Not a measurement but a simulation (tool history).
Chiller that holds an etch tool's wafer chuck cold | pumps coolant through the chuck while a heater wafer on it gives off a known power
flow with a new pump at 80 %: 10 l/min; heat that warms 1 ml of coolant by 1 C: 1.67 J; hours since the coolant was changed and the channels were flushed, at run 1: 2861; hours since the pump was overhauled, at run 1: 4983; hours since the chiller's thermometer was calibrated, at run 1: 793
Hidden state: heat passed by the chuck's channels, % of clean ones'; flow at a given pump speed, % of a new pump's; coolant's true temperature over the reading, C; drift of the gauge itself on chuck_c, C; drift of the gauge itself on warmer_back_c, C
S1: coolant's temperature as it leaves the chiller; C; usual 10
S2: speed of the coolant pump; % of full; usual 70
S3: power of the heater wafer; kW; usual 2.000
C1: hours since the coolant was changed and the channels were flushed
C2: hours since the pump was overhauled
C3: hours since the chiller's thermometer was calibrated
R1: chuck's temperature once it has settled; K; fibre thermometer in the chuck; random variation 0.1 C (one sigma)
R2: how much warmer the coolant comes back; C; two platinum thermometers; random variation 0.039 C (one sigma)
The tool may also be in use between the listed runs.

run,day,S1,S2,S3,C1,C2,C3,R1,R2
1,0.000,10,70,2.000,2861,4983,793,302.55,8.22
2,3.717,10,70,2.000,2950,5072,882,302.75,8.25
3,8.679,10,70,2.000,3069,5192,1002,302.75,8.19
4,12.296,10,75,2.000,3156,5278,1088,301.75,7.71
5,18.071,10,75,2.000,3294,5417,1227,301.55,7.70
6,25.592,10,75,2.000,3475,5597,1407,301.65,7.70
7,28.750,10,88,2.000,3551,5673,1483,299.55,6.56
8,34.450,10,73,2.000,3687,5810,1620,302.15,7.89
# day 36.771: coolant pump overhauled
9,38.396,14,70,2.000,3777,39,1710,306.85,8.27
10,41.571,14,70,2.000,3853,115,1786,306.85,8.30
# day 47.475: coolant changed, channels flushed
11,47.475,9,70,2.000,0,251,1922,301.65,8.29
12,51.346,9,70,2.000,93,344,2015,301.35,8.27
13,57.658,10,70,1.063,244,495,2166,293.35,4.45
14,61.896,10,70,2.000,346,597,2268,302.65,8.31
15,67.725,10,70,1.637,486,737,2408,299.35,6.83
16,72.679,10,70,1.637,605,856,2527,298.95,6.80
17,78.858,12,69,2.683,753,1004,2675,311.75,11.30
18,82.008,12,69,2.683,829,1080,2751,311.55,11.34
19,87.179,12,69,2.683,953,1204,2875,311.85,11.25
20,93.679,19,76,1.899,1109,1360,3031,309.45,7.21
21,97.150,10,79,2.542,1192,1443,3114,305.85,9.31
22,103.929,9,96,2.165,1355,1606,3277,298.65,6.43
# day 105.042: chiller's thermometer calibrated
23,110.958,9,96,2.165,1523,1774,142,298.75,6.45
24,118.121,9,94,1.838,1695,1945,314,296.45,5.60
25,123.896,9,70,1.639,1833,2084,453,298.05,6.87
26,128.300,9,70,1.639,1939,2190,558,298.25,6.76
27,135.142,9,70,1.639,2103,2354,722,298.15,6.78
28,138.179,9,70,1.639,2176,2427,795,298.25,6.80
29,143.958,9,70,1.650,2315,2566,934,298.35,6.86
30,149.883,9,70,1.650,2457,2708,1076,298.25,6.79
31,155.579,9,70,1.650,2594,2844,1213,298.35,6.84

How the hidden state differs across the entries between the runs, from the last listed run before each to the first after it:
Between runs 8 and 9: coolant pump overhauled (day 36.771)
  flow at a given pump speed, % of a new pump's: 99.9 -> 100
Between runs 10 and 11: coolant changed, channels flushed (day 47.475)
  heat passed by the chuck's channels, % of clean ones': 99.8 -> 100
Between runs 22 and 23: chiller's thermometer calibrated (day 105.042)
  no hidden state differs between the two runs
